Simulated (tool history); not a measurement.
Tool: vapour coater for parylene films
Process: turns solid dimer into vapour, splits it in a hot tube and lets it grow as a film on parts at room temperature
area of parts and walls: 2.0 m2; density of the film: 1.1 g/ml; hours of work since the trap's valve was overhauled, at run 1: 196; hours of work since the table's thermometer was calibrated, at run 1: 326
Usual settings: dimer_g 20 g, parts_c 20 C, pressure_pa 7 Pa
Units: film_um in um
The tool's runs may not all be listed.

| run | hour | dimer_g | parts_c | pressure_pa | hours of work since the trap's valve was overhauled | hours of work since the table's thermometer was calibrated | film_um |
|---|---|---|---|---|---|---|---|
| 1 | 0 | 20 | 20 | 7 | 196 | 326 | 5.32 |
| 2 | 12.7 | 20 | 20 | 7 | 207 | 336 | 5.29 |
| 3 | 26.4 | 20 | 20 | 7 | 218 | 347 | 5.26 |
| 4 | 42.6 | 20 | 20 | 7 | 231 | 361 | 5.33 |
|  | 51.4 | trap's valve overhauled |
| 5 | 63 | 20 | 20 | 7 | 9 | 374 | 5.55 |
| 6 | 76.4 | 20 | 20 | 7 | 21 | 385 | 5.5 |
| 7 | 91.2 | 20 | 20 | 7 | 33 | 397 | 5.48 |
| 8 | 100.6 | 20 | 20 | 7 | 40 | 405 | 5.47 |
| 9 | 110.3 | 20 | 20 | 7 | 48 | 413 | 5.47 |
| 10 | 124.7 | 20 | 20 | 7 | 60 | 424 | 5.48 |
| 11 | 141.8 | 20 | 20 | 7 | 74 | 438 | 5.46 |
| 12 | 150.8 | 20 | 20 | 7 | 81 | 446 | 5.47 |
| 13 | 166.5 | 20 | 20 | 7 | 94 | 459 | 5.47 |
| 14 | 179.4 | 28 | 20 | 7 | 105 | 469 | 7.6 |
| 15 | 188.7 | 28 | 20 | 7 | 112 | 477 | 7.55 |
| 16 | 196.3 | 16 | 21 | 3.3 | 119 | 483 | 4.79 |
| 17 | 209.5 | 20 | 14 | 7 | 129 | 494 | 6.72 |
| 18 | 226 | 20 | 14 | 7 | 143 | 507 | 6.73 |
| 19 | 244.8 | 13 | 24 | 7 | 158 | 523 | 3.04 |
| 20 | 257.6 | 20 | 27 | 5.66 | 169 | 533 | 4.34 |
| 21 | 268.7 | 16 | 18 | 11.32 | 178 | 542 | 4.18 |
| 22 | 278.9 | 22 | 16 | 7 | 186 | 550 | 6.72 |

The next listed run, before its measurement:
| 23 | 291.8 | 22 | 16 | 7 | 197 | 561 | ? |

Run 23 gave film_um 6.74 um.
Without the tool's hidden state the same run would have given film_um 7.01 um.
